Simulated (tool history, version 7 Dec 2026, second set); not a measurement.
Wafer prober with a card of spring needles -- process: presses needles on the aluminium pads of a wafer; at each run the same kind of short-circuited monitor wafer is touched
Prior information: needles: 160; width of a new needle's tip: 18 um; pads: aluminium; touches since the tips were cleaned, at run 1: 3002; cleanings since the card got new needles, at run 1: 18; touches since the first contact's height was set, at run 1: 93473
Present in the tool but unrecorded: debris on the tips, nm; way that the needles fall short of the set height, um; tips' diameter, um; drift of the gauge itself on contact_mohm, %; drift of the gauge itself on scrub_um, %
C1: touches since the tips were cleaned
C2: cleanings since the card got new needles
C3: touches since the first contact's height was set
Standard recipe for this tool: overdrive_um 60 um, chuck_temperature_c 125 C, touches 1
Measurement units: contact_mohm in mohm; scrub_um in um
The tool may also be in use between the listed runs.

{"run": 1, "hour": 0.0, "overdrive_um": 60, "chuck_temperature_c": 125, "touches": 1, "C1": 3002, "C2": 18, "C3": 93473, "contact_mohm": 187, "scrub_um": 15.81}
{"hour": 5.4, "done": "tips cleaned on abrasive film"}
{"hour": 16.1, "done": "tips cleaned on abrasive film"}
{"hour": 26.8, "done": "tips cleaned on abrasive film"}
{"hour": 40.1, "done": "tips cleaned on abrasive film"}
{"run": 2, "hour": 41.5, "overdrive_um": 60, "chuck_temperature_c": 125, "touches": 1, "C1": 592, "C2": 22, "C3": 110691, "contact_mohm": 187, "scrub_um": 15.76}
{"hour": 52.2, "done": "tips cleaned on abrasive film"}
{"hour": 62.9, "done": "tips cleaned on abrasive film"}
{"run": 3, "hour": 73.0, "overdrive_um": 46, "chuck_temperature_c": 125, "touches": 1, "C1": 4236, "C2": 24, "C3": 123793, "contact_mohm": 190, "scrub_um": 12.06}
{"hour": 75.8, "done": "tips cleaned on abrasive film"}
{"hour": 86.4, "done": "tips cleaned on abrasive film"}
{"hour": 97.1, "done": "tips cleaned on abrasive film"}
{"hour": 107.8, "done": "tips cleaned on abrasive film"}
{"hour": 121.2, "done": "tips cleaned on abrasive film"}
{"hour": 134.5, "done": "tips cleaned on abrasive film"}
{"run": 4, "hour": 144.0, "overdrive_um": 46, "chuck_temperature_c": 125, "touches": 1, "C1": 3970, "C2": 30, "C3": 153256, "contact_mohm": 193, "scrub_um": 12.09}
{"hour": 146.7, "done": "tips cleaned on abrasive film"}
{"hour": 160.1, "done": "tips cleaned on abrasive film"}
{"hour": 173.4, "done": "tips cleaned on abrasive film"}
{"run": 5, "hour": 178.0, "overdrive_um": 60, "chuck_temperature_c": 125, "touches": 2, "C1": 1904, "C2": 33, "C3": 167353, "contact_mohm": 188, "scrub_um": 15.72}
{"hour": 186.0, "done": "tips cleaned on abrasive film"}
{"hour": 196.7, "done": "tips cleaned on abrasive film"}
{"hour": 210.0, "done": "tips cleaned on abrasive film"}
{"hour": 223.4, "done": "tips cleaned on abrasive film"}
{"run": 6, "hour": 226.8, "overdrive_um": 60, "chuck_temperature_c": 125, "touches": 1, "C1": 1431, "C2": 37, "C3": 187626, "contact_mohm": 190, "scrub_um": 15.66}
{"hour": 234.8, "done": "tips cleaned on abrasive film"}
{"hour": 245.5, "done": "tips cleaned on abrasive film"}
{"hour": 251.1, "done": "height of the first contact set anew"}
{"hour": 256.5, "done": "tips cleaned on abrasive film"}
{"hour": 268.7, "done": "tips cleaned on abrasive film"}
{"run": 7, "hour": 268.7, "overdrive_um": 60, "chuck_temperature_c": 125, "touches": 1, "C1": 0, "C2": 41, "C3": 7273, "contact_mohm": 189, "scrub_um": 15.73}
{"hour": 279.4, "done": "tips cleaned on abrasive film"}
{"hour": 292.7, "done": "tips cleaned on abrasive film"}
{"hour": 306.0, "done": "tips cleaned on abrasive film"}
{"hour": 319.4, "done": "tips cleaned on abrasive film"}
{"hour": 330.1, "done": "tips cleaned on abrasive film"}
{"run": 8, "hour": 334.7, "overdrive_um": 60, "chuck_temperature_c": 125, "touches": 1, "C1": 1941, "C2": 46, "C3": 34708, "contact_mohm": 188, "scrub_um": 15.62}
{"hour": 342.7, "done": "tips cleaned on abrasive film"}
{"hour": 353.4, "done": "tips cleaned on abrasive film"}
{"hour": 366.8, "done": "tips cleaned on abrasive film"}
{"hour": 380.1, "done": "tips cleaned on abrasive film"}
{"hour": 393.4, "done": "tips cleaned on abrasive film"}
{"run": 9, "hour": 403.9, "overdrive_um": 47, "chuck_temperature_c": 125, "touches": 1, "C1": 4374, "C2": 51, "C3": 63467, "contact_mohm": 187, "scrub_um": 12.29}
{"hour": 406.6, "done": "tips cleaned on abrasive film"}
{"hour": 417.3, "done": "tips cleaned on abrasive film"}
{"hour": 430.7, "done": "tips cleaned on abrasive film"}
{"hour": 444.0, "done": "tips cleaned on abrasive film"}
{"run": 10, "hour": 452.2, "overdrive_um": 60, "chuck_temperature_c": 125, "touches": 3, "C1": 3421, "C2": 55, "C3": 83514, "contact_mohm": 188, "scrub_um": 15.66}
{"hour": 454.9, "done": "tips cleaned on abrasive film"}
{"hour": 468.2, "done": "tips cleaned on abrasive film"}
{"hour": 481.6, "done": "tips cleaned on abrasive film"}
{"hour": 494.9, "done": "tips cleaned on abrasive film"}
{"run": 11, "hour": 494.9, "overdrive_um": 60, "chuck_temperature_c": 125, "touches": 3, "C1": 0, "C2": 59, "C3": 101240, "contact_mohm": 185, "scrub_um": 15.54}
{"hour": 505.6, "done": "tips cleaned on abrasive film"}
{"hour": 518.9, "done": "tips cleaned on abrasive film"}
{"run": 12, "hour": 527.1, "overdrive_um": 60, "chuck_temperature_c": 125, "touches": 3, "C1": 3429, "C2": 61, "C3": 114644, "contact_mohm": 186, "scrub_um": 15.64}
{"hour": 529.9, "done": "tips cleaned on abrasive film"}
{"hour": 543.2, "done": "tips cleaned on abrasive film"}
{"hour": 553.9, "done": "tips cleaned on abrasive film"}
{"hour": 567.2, "done": "tips cleaned on abrasive film"}
{"run": 13, "hour": 575.0, "overdrive_um": 60, "chuck_temperature_c": 125, "touches": 3, "C1": 3260, "C2": 65, "C3": 134536, "contact_mohm": 183, "scrub_um": 15.54}
{"hour": 580.4, "done": "tips cleaned on abrasive film"}
{"hour": 591.1, "done": "tips cleaned on abrasive film"}
{"hour": 604.4, "done": "tips cleaned on abrasive film"}
{"run": 14, "hour": 613.7, "overdrive_um": 60, "chuck_temperature_c": 125, "touches": 3, "C1": 3892, "C2": 68, "C3": 150620, "contact_mohm": 189, "scrub_um": 15.58}
{"hour": 616.5, "done": "tips cleaned on abrasive film"}
{"hour": 627.2, "done": "tips cleaned on abrasive film"}
{"hour": 637.9, "done": "tips cleaned on abrasive film"}
{"hour": 651.2, "done": "tips cleaned on abrasive film"}
{"hour": 664.5, "done": "tips cleaned on abrasive film"}
{"run": 15, "hour": 665.7, "overdrive_um": 60, "chuck_temperature_c": 50, "touches": 1, "C1": 506, "C2": 73, "C3": 172184, "contact_mohm": 173, "scrub_um": 15.5}
{"hour": 676.4, "done": "tips cleaned on abrasive film"}
{"hour": 689.8, "done": "tips cleaned on abrasive film"}
{"hour": 703.1, "done": "tips cleaned on abrasive film"}
{"hour": 713.8, "done": "tips cleaned on abrasive film"}
{"hour": 727.1, "done": "tips cleaned on abrasive film"}
{"hour": 727.4, "done": "height of the first contact set anew"}
{"run": 16, "hour": 735.1, "overdrive_um": 60, "chuck_temperature_c": 50, "touches": 1, "C1": 3213, "C2": 78, "C3": 3213, "contact_mohm": 173, "scrub_um": 15.52}
{"hour": 740.5, "done": "tips cleaned on abrasive film"}
{"hour": 751.2, "done": "tips cleaned on abrasive film"}
{"hour": 764.5, "done": "tips cleaned on abrasive film"}
{"hour": 775.2, "done": "tips cleaned on abrasive film"}
{"hour": 786.3, "done": "tips cleaned on abrasive film"}
{"run": 17, "hour": 786.3, "overdrive_um": 60, "chuck_temperature_c": 50, "touches": 1, "C1": 0, "C2": 83, "C3": 24434, "contact_mohm": 169, "scrub_um": 15.46}
{"hour": 797.0, "done": "tips cleaned on abrasive film"}
{"hour": 807.7, "done": "tips cleaned on abrasive film"}
{"hour": 821.0, "done": "tips cleaned on abrasive film"}
{"run": 18, "hour": 822.9, "overdrive_um": 53, "chuck_temperature_c": 45, "touches": 1, "C1": 810, "C2": 86, "C3": 39655, "contact_mohm": 173, "scrub_um": 13.66}
{"hour": 833.6, "done": "tips cleaned on abrasive film"}
{"hour": 847.0, "done": "tips cleaned on abrasive film"}
{"hour": 860.3, "done": "tips cleaned on abrasive film"}
{"hour": 873.6, "done": "tips cleaned on abrasive film"}
{"hour": 887.0, "done": "tips cleaned on abrasive film"}
{"run": 19, "hour": 891.2, "overdrive_um": 60, "chuck_temperature_c": 52, "touches": 1, "C1": 1771, "C2": 91, "C3": 68029, "contact_mohm": 172, "scrub_um": 15.5}
{"hour": 899.2, "done": "tips cleaned on abrasive film"}
{"hour": 909.9, "done": "tips cleaned on abrasive film"}
{"hour": 923.3, "done": "tips cleaned on abrasive film"}
{"run": 20, "hour": 932.8, "overdrive_um": 43, "chuck_temperature_c": 125, "touches": 1, "C1": 3975, "C2": 94, "C3": 85304, "contact_mohm": 194, "scrub_um": 11.06}
{"hour": 935.5, "done": "tips cleaned on abrasive film"}
{"hour": 946.2, "done": "tips cleaned on abrasive film"}
{"hour": 956.9, "done": "tips cleaned on abrasive film"}
{"hour": 970.2, "done": "tips cleaned on abrasive film"}
{"hour": 980.9, "done": "tips cleaned on abrasive film"}
{"hour": 991.6, "done": "tips cleaned on abrasive film"}
{"run": 21, "hour": 994.2, "overdrive_um": 60, "chuck_temperature_c": 125, "touches": 2, "C1": 1098, "C2": 100, "C3": 110787, "contact_mohm": 184, "scrub_um": 15.38}
{"hour": 1004.9, "done": "tips cleaned on abrasive film"}
{"hour": 1015.6, "done": "tips cleaned on abrasive film"}
{"hour": 1028.9, "done": "tips cleaned on abrasive film"}
{"run": 22, "hour": 1039.2, "overdrive_um": 60, "chuck_temperature_c": 125, "touches": 2, "C1": 4287, "C2": 103, "C3": 129484, "contact_mohm": 184, "scrub_um": 15.44}
{"hour": 1041.9, "done": "tips cleaned on abrasive film"}
{"hour": 1055.3, "done": "tips cleaned on abrasive film"}
{"hour": 1066.0, "done": "tips cleaned on abrasive film"}
{"hour": 1079.3, "done": "tips cleaned on abrasive film"}
{"run": 23, "hour": 1080.1, "overdrive_um": 60, "chuck_temperature_c": 37, "touches": 1, "C1": 315, "C2": 107, "C3": 146425, "contact_mohm": 169, "scrub_um": 15.44}
{"hour": 1090.7, "done": "tips cleaned on abrasive film"}
{"hour": 1101.4, "done": "tips cleaned on abrasive film"}
{"hour": 1114.8, "done": "tips cleaned on abrasive film"}
{"run": 24, "hour": 1117.6, "overdrive_um": 43, "chuck_temperature_c": 28, "touches": 2, "C1": 1168, "C2": 110, "C3": 162002, "contact_mohm": 176, "scrub_um": 11.09}
{"hour": 1125.6, "done": "tips cleaned on abrasive film"}
{"hour": 1136.3, "done": "tips cleaned on abrasive film"}
{"hour": 1149.6, "done": "tips cleaned on abrasive film"}
{"hour": 1154.9, "done": "gauge calibrated"}
{"hour": 1160.3, "done": "tips cleaned on abrasive film"}
{"hour": 1173.6, "done": "tips cleaned on abrasive film"}
{"run": 25, "hour": 1182.4, "overdrive_um": 43, "chuck_temperature_c": 28, "touches": 2, "C1": 3674, "C2": 115, "C3": 188943, "contact_mohm": 172, "scrub_um": 11.36}
{"hour": 1185.1, "done": "tips cleaned on abrasive film"}
{"hour": 1198.5, "done": "tips cleaned on abrasive film"}
{"hour": 1204.1, "done": "height of the first contact set anew"}
{"hour": 1209.5, "done": "tips cleaned on abrasive film"}
{"hour": 1220.2, "done": "tips cleaned on abrasive film"}
{"hour": 1233.5, "done": "tips cleaned on abrasive film"}
{"hour": 1244.2, "done": "tips cleaned on abrasive film"}
{"run": 26, "hour": 1246.5, "overdrive_um": 60, "chuck_temperature_c": 75, "touches": 1, "C1": 961, "C2": 121, "C3": 17588, "contact_mohm": 183, "scrub_um": 15.73}

Consider 3 possible next runs. They are alternatives, not a sequence: every one starts from the tool as it was left by run 26. What does each give?
{"hour": 1257.2, "done": "tips cleaned on abrasive film"}
{"hour": 1267.9, "done": "tips cleaned on abrasive film"}
{"hour": 1281.2, "done": "tips cleaned on abrasive film"}
{"hour": 1294.1, "done": "tips cleaned on abrasive film"}
{"run": "A", "hour": 1294.1, "overdrive_um": 50, "chuck_temperature_c": 32, "touches": 2, "C1": 0, "C2": 125, "C3": 37362, "contact_mohm": "?", "scrub_um": "?"}
{"hour": 1257.2, "done": "tips cleaned on abrasive film"}
{"hour": 1267.9, "done": "tips cleaned on abrasive film"}
{"hour": 1281.2, "done": "tips cleaned on abrasive film"}
{"hour": 1294.1, "done": "tips cleaned on abrasive film"}
{"run": "B", "hour": 1294.1, "overdrive_um": 59, "chuck_temperature_c": 36, "touches": 2, "C1": 0, "C2": 125, "C3": 37362, "contact_mohm": "?", "scrub_um": "?"}
{"hour": 1257.2, "done": "tips cleaned on abrasive film"}
{"hour": 1267.9, "done": "tips cleaned on abrasive film"}
{"hour": 1281.2, "done": "tips cleaned on abrasive film"}
{"hour": 1294.1, "done": "tips cleaned on abrasive film"}
{"run": "C", "hour": 1294.1, "overdrive_um": 60, "chuck_temperature_c": 125, "touches": 3, "C1": 0, "C2": 125, "C3": 37362, "contact_mohm": "?", "scrub_um": "?"}

run=A contact_mohm=173 scrub_um=13.15
run=B contact_mohm=168 scrub_um=15.44
run=C contact_mohm=182 scrub_um=15.7
Stripped of hidden state, with their random variation kept, the same runs would have yielded:
run=A contact_mohm=173 scrub_um=13.19
run=B contact_mohm=168 scrub_um=15.49
run=C contact_mohm=182 scrub_um=15.75
